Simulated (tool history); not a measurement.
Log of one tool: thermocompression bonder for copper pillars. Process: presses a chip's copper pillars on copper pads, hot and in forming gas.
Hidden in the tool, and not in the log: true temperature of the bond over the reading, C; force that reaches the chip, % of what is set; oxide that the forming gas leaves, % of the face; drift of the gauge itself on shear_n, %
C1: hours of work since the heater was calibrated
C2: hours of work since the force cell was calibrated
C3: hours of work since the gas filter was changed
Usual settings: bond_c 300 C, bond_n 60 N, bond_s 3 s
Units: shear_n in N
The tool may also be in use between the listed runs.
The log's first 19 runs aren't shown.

{"hour": 184.2, "done": "force cell calibrated"}
{"run": 20, "hour": 193.5, "bond_c": 300, "bond_n": 60, "bond_s": 3, "C1": 187, "C2": 4, "C3": 216, "shear_n": 44.9}
{"run": 21, "hour": 201.2, "bond_c": 321, "bond_n": 60, "bond_s": 8, "C1": 191, "C2": 8, "C3": 219, "shear_n": 63.9}
{"hour": 206.0, "done": "forming gas filter changed"}
{"run": 22, "hour": 209.3, "bond_c": 311, "bond_n": 66, "bond_s": 5, "C1": 194, "C2": 12, "C3": 2, "shear_n": 64.1}
{"run": 23, "hour": 220.1, "bond_c": 311, "bond_n": 66, "bond_s": 5, "C1": 199, "C2": 17, "C3": 7, "shear_n": 63.8}
{"run": 24, "hour": 230.9, "bond_c": 311, "bond_n": 66, "bond_s": 5, "C1": 204, "C2": 22, "C3": 12, "shear_n": 65.0}
{"run": 25, "hour": 236.9, "bond_c": 300, "bond_n": 45, "bond_s": 3, "C1": 207, "C2": 24, "C3": 14, "shear_n": 43.8}
{"run": 26, "hour": 247.2, "bond_c": 273, "bond_n": 54, "bond_s": 6, "C1": 212, "C2": 29, "C3": 19, "shear_n": 48.4}
{"run": 27, "hour": 261.4, "bond_c": 273, "bond_n": 54, "bond_s": 6, "C1": 219, "C2": 36, "C3": 26, "shear_n": 48.7}
{"hour": 265.2, "done": "force cell calibrated, once more"}
{"run": 28, "hour": 277.3, "bond_c": 273, "bond_n": 54, "bond_s": 6, "C1": 225, "C2": 6, "C3": 33, "shear_n": 49.1}
{"run": 29, "hour": 291.5, "bond_c": 290, "bond_n": 54, "bond_s": 6, "C1": 232, "C2": 12, "C3": 39, "shear_n": 54.7}
{"run": 30, "hour": 299.8, "bond_c": 290, "bond_n": 54, "bond_s": 6, "C1": 236, "C2": 16, "C3": 43, "shear_n": 55.2}
{"run": 31, "hour": 310.2, "bond_c": 290, "bond_n": 54, "bond_s": 6, "C1": 241, "C2": 21, "C3": 48, "shear_n": 54.7}
{"run": 32, "hour": 323.6, "bond_c": 313, "bond_n": 36, "bond_s": 6, "C1": 247, "C2": 27, "C3": 54, "shear_n": 53.8}
{"run": 33, "hour": 334.3, "bond_c": 313, "bond_n": 36, "bond_s": 8, "C1": 252, "C2": 32, "C3": 59, "shear_n": 57.6}
{"run": 34, "hour": 347.8, "bond_c": 282, "bond_n": 60, "bond_s": 2, "C1": 258, "C2": 39, "C3": 66, "shear_n": 38.2}
{"run": 35, "hour": 360.8, "bond_c": 282, "bond_n": 60, "bond_s": 2, "C1": 264, "C2": 45, "C3": 72, "shear_n": 37.7}
{"run": 36, "hour": 367.9, "bond_c": 300, "bond_n": 45, "bond_s": 4, "C1": 268, "C2": 48, "C3": 75, "shear_n": 46.3}
{"run": 37, "hour": 382.4, "bond_c": 296, "bond_n": 53, "bond_s": 7, "C1": 275, "C2": 55, "C3": 82, "shear_n": 57.0}
{"run": 38, "hour": 393.5, "bond_c": 279, "bond_n": 72, "bond_s": 2, "C1": 280, "C2": 60, "C3": 87, "shear_n": 39.2}
{"run": 39, "hour": 404.3, "bond_c": 299, "bond_n": 65, "bond_s": 5, "C1": 285, "C2": 65, "C3": 92, "shear_n": 56.8}
{"run": 40, "hour": 411.3, "bond_c": 318, "bond_n": 36, "bond_s": 2, "C1": 288, "C2": 69, "C3": 96, "shear_n": 36.3}

3 ways to go on from here, each from the tool as it stands after run 40. What would each give?
{"run": "A", "hour": 424.1, "bond_c": 328, "bond_n": 43, "bond_s": 2, "C1": 294, "C2": 75, "C3": 102, "shear_n": "?"}
{"run": "B", "hour": 424.1, "bond_c": 314, "bond_n": 49, "bond_s": 5, "C1": 294, "C2": 75, "C3": 102, "shear_n": "?"}
{"run": "C", "hour": 424.1, "bond_c": 318, "bond_n": 40, "bond_s": 2, "C1": 294, "C2": 75, "C3": 102, "shear_n": "?"}

run=A shear_n=43.4
run=B shear_n=55.5
run=C shear_n=39.4
Without the tool's hidden state the same runs would have given:
run=A shear_n=45.1
run=B shear_n=57.9
run=C shear_n=40.9

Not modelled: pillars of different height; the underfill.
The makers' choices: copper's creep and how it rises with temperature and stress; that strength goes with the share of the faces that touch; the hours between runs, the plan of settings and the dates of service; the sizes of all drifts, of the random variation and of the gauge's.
